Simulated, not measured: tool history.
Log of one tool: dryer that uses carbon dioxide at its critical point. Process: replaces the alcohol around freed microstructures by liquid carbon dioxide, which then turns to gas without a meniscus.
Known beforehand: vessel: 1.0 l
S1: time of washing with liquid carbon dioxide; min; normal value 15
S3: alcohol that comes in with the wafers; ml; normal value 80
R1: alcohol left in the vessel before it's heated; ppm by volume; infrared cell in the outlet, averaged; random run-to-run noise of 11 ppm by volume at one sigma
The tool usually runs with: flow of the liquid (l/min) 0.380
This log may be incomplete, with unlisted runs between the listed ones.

{"run": 1, "day": 0.0, "S1": 15, "flow of the liquid (l/min)": 0.38, "S3": 80, "R1": 1208}
{"run": 2, "day": 1.004, "S1": 15, "flow of the liquid (l/min)": 0.38, "S3": 80, "R1": 1279}
{"run": 3, "day": 2.45, "S1": 15, "flow of the liquid (l/min)": 0.63, "S3": 80, "R1": 235}
{"run": 4, "day": 3.467, "S1": 15, "flow of the liquid (l/min)": 0.38, "S3": 80, "R1": 1321}
{"run": 5, "day": 4.762, "S1": 15, "flow of the liquid (l/min)": 0.38, "S3": 80, "R1": 1377}
{"run": 6, "day": 5.454, "S1": 15, "flow of the liquid (l/min)": 0.38, "S3": 38, "R1": 762}
{"run": 7, "day": 6.783, "S1": 15, "flow of the liquid (l/min)": 0.38, "S3": 38, "R1": 775}
{"run": 8, "day": 7.442, "S1": 15, "flow of the liquid (l/min)": 0.38, "S3": 38, "R1": 780}
{"day": 7.938, "done": "inlet filter changed"}
{"run": 9, "day": 8.892, "S1": 15, "flow of the liquid (l/min)": 0.38, "S3": 38, "R1": 522}
{"run": 10, "day": 9.962, "S1": 15, "flow of the liquid (l/min)": 0.38, "S3": 25, "R1": 409}
{"run": 11, "day": 11.358, "S1": 15, "flow of the liquid (l/min)": 0.38, "S3": 110, "R1": 1148}
{"run": 12, "day": 12.071, "S1": 21, "flow of the liquid (l/min)": 0.38, "S3": 46, "R1": 265}
{"run": 13, "day": 13.438, "S1": 12, "flow of the liquid (l/min)": 0.453, "S3": 60, "R1": 845}
{"run": 14, "day": 14.4, "S1": 12, "flow of the liquid (l/min)": 0.453, "S3": 60, "R1": 871}
{"run": 15, "day": 15.762, "S1": 12, "flow of the liquid (l/min)": 0.453, "S3": 60, "R1": 901}
{"run": 16, "day": 17.162, "S1": 20, "flow of the liquid (l/min)": 0.472, "S3": 44, "R1": 241}
{"run": 17, "day": 18.592, "S1": 20, "flow of the liquid (l/min)": 0.6, "S3": 44, "R1": 221}
{"run": 18, "day": 19.833, "S1": 15, "flow of the liquid (l/min)": 0.38, "S3": 27, "R1": 512}
{"run": 19, "day": 20.504, "S1": 12, "flow of the liquid (l/min)": 0.259, "S3": 45, "R1": 4248}
{"run": 20, "day": 21.846, "S1": 20, "flow of the liquid (l/min)": 0.272, "S3": 30, "R1": 694}
{"run": 21, "day": 22.921, "S1": 12, "flow of the liquid (l/min)": 0.241, "S3": 104, "R1": 11615}

Consider 5 possible next runs. They are alternatives, not a sequence: every one starts from the tool as it was left by run 21. What does each give?
{"run": "A", "day": 23.754, "S1": 12, "flow of the liquid (l/min)": 0.304, "S3": 21, "R1": "?"}
{"run": "B", "day": 23.754, "S1": 19, "flow of the liquid (l/min)": 0.38, "S3": 80, "R1": "?"}
{"run": "C", "day": 23.754, "S1": 19, "flow of the liquid (l/min)": 0.38, "S3": 108, "R1": "?"}
{"run": "D", "day": 23.754, "S1": 15, "flow of the liquid (l/min)": 0.594, "S3": 80, "R1": "?"}
{"run": "E", "day": 23.754, "S1": 11, "flow of the liquid (l/min)": 0.241, "S3": 36, "R1": "?"}

run=A R1=1516
run=B R1=521
run=C R1=633
run=D R1=312
run=E R1=5010
Take away the tool's hidden state, keep each run's random variation, and the runs would have read:
run=A R1=991
run=B R1=175
run=C R1=239
run=D R1=39
run=E R1=3968
